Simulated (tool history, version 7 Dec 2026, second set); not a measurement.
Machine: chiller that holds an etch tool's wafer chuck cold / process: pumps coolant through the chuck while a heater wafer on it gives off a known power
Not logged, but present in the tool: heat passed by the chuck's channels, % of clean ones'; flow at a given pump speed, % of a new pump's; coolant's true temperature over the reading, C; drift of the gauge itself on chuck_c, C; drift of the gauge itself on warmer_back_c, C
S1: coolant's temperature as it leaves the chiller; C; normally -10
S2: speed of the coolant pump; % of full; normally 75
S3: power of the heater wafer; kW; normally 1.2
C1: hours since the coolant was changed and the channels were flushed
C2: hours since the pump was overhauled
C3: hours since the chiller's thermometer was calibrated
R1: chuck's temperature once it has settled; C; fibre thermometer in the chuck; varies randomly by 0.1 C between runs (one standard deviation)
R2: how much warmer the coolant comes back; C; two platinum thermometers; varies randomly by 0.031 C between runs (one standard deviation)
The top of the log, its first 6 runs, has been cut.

Run 7, day 9.558: usual settings but S2 97 % of full; C1 4783; C2 1523; C3 1245. Result: R1 -1.4 C, R2 2.17 C.
Run 8, day 10.462: usual settings but S2 97 % of full; C1 4804; C2 1545; C3 1267. Result: R1 -1.2 C, R2 2.21 C.
Run 9, day 12.471: usual settings but S1 -4 C; C1 4853; C2 1593; C3 1315. Result: R1 6 C, R2 2.93 C.
Run 10, day 14.375: usual settings but S1 -4 C, S2 72 % of full; C1 4898; C2 1638; C3 1361. Result: R1 6.3 C, R2 3.07 C.
Run 11, day 16.2: usual settings but S3 1.33 kW; C1 4942; C2 1682; C3 1404. Result: R1 1.3 C, R2 3.2 C.
Run 12, day 17.596: usual settings; C1 4976; C2 1716; C3 1438. Result: R1 0.2 C, R2 2.93 C.
Run 13, day 19.688: usual settings; C1 5026; C2 1766; C3 1488. Result: R1 0.3 C, R2 2.9 C.
Run 14, day 21.712: usual settings; C1 5074; C2 1815; C3 1537. Result: R1 0.2 C, R2 2.94 C.
Run 15, day 23.217: usual settings; C1 5110; C2 1851; C3 1573. Result: R1 0.3 C, R2 2.94 C.
Run 16, day 25.104: usual settings; C1 5156; C2 1896; C3 1618. Result: R1 0.5 C, R2 2.98 C.
At day 25.25: chiller's thermometer calibrated.
Run 17, day 26.9: usual settings; C1 5198; C2 1938; C3 40. Result: R1 0.8 C, R2 2.94 C.
Run 18, day 28.683: usual settings but S3 1.551 kW; C1 5241; C2 1981; C3 82. Result: R1 3.5 C, R2 3.78 C.
Run 19, day 30.179: usual settings but S3 1.551 kW; C1 5277; C2 2017; C3 118. Result: R1 3.6 C, R2 3.78 C.
Run 20, day 32.117: usual settings but S1 -13 C, S2 98 % of full, S3 0.691 kW; C1 5323; C2 2063; C3 165. Result: R1 -7.6 C, R2 1.35 C.
At day 32.667: chiller's thermometer calibrated, once more.
Run 21, day 33.612: usual settings but S1 -13 C, S2 98 % of full, S3 0.691 kW; C1 5358; C2 2098; C3 23. Result: R1 -8 C, R2 1.27 C.
Run 22, day 35.158: usual settings but S1 -3 C, S2 97 % of full, S3 1.401 kW; C1 5395; C2 2135; C3 60. Result: R1 7.3 C, R2 2.7 C.
Run 23, day 37.004: usual settings but S1 -3 C, S2 97 % of full, S3 1.401 kW; C1 5439; C2 2180; C3 104. Result: R1 7.2 C, R2 2.68 C.

Expected results for the next run?
Run 24, day 38.358: usual settings but S1 -3 C, S2 97 % of full, S3 1.401 kW; C1 5472; C2 2212; C3 137. Result: R1 ?, R2 ?.

Run 24 came out at R1 7.2 C, R2 2.65 C.
Minus the tool's unlogged condition, the same run would have read R1 5.5 C, R2 2.49 C.

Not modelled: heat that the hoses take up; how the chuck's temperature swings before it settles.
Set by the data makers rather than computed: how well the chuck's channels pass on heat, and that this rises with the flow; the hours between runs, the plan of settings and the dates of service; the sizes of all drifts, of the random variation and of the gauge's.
